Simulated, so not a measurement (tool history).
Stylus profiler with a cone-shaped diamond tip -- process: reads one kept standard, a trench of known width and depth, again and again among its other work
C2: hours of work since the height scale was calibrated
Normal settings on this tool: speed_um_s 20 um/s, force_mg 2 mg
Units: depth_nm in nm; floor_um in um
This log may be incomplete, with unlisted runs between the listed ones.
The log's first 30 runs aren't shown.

Run 31, day 14.621: usual settings but speed_um_s 16 um/s, force_mg 1.16 mg; scans with this tip 5392; C2 463. Result: depth_nm 503.74 nm, floor_um 46.53 um.
Run 32, day 15.129: usual settings but speed_um_s 30 um/s; scans with this tip 5470; C2 470. Result: depth_nm 505.27 nm, floor_um 46.46 um.
Run 33, day 15.604: usual settings but speed_um_s 8 um/s, force_mg 0.86 mg; scans with this tip 5542; C2 476. Result: depth_nm 502.97 nm, floor_um 46.59 um.
Run 34, day 16.004: usual settings but speed_um_s 8 um/s, force_mg 0.86 mg; scans with this tip 5603; C2 481. Result: depth_nm 503.16 nm, floor_um 46.45 um.
Run 35, day 16.375: usual settings but speed_um_s 5 um/s, force_mg 3.81 mg; scans with this tip 5660; C2 486. Result: depth_nm 507.64 nm, floor_um 46.58 um.
Run 36, day 16.871: usual settings but speed_um_s 16 um/s, force_mg 5.59 mg; scans with this tip 5736; C2 493. Result: depth_nm 509.67 nm, floor_um 46.58 um.
Run 37, day 17.538: usual settings but speed_um_s 5 um/s, force_mg 4.89 mg; scans with this tip 5838; C2 501. Result: depth_nm 509.14 nm, floor_um 46.56 um.
Run 38, day 18.067: usual settings but force_mg 3.79 mg; scans with this tip 5918; C2 508. Result: depth_nm 507.98 nm, floor_um 46.49 um.

Predict each of these 3 candidate next runs independently; none follows another, all start after run 38:
Run A, day 18.529: usual settings but speed_um_s 9 um/s, force_mg 1.11 mg; scans with this tip 5989; C2 514. Result: depth_nm ?, floor_um ?.
Run B, day 18.529: usual settings but force_mg 3.57 mg; scans with this tip 5989; C2 514. Result: depth_nm ?, floor_um ?.
Run C, day 18.529: usual settings but speed_um_s 7 um/s, force_mg 5.54 mg; scans with this tip 5989; C2 514. Result: depth_nm ?, floor_um ?.

run  depth_nm  floor_um
  A    503.62     46.53
  B    507.64     46.51
  C    509.81     46.57
The same runs, with their run-to-run variation unchanged, on a tool lacking any hidden condition would have given:
run  depth_nm  floor_um
  A    503.14     46.95
  B    507.16     46.93
  C    509.32     46.98
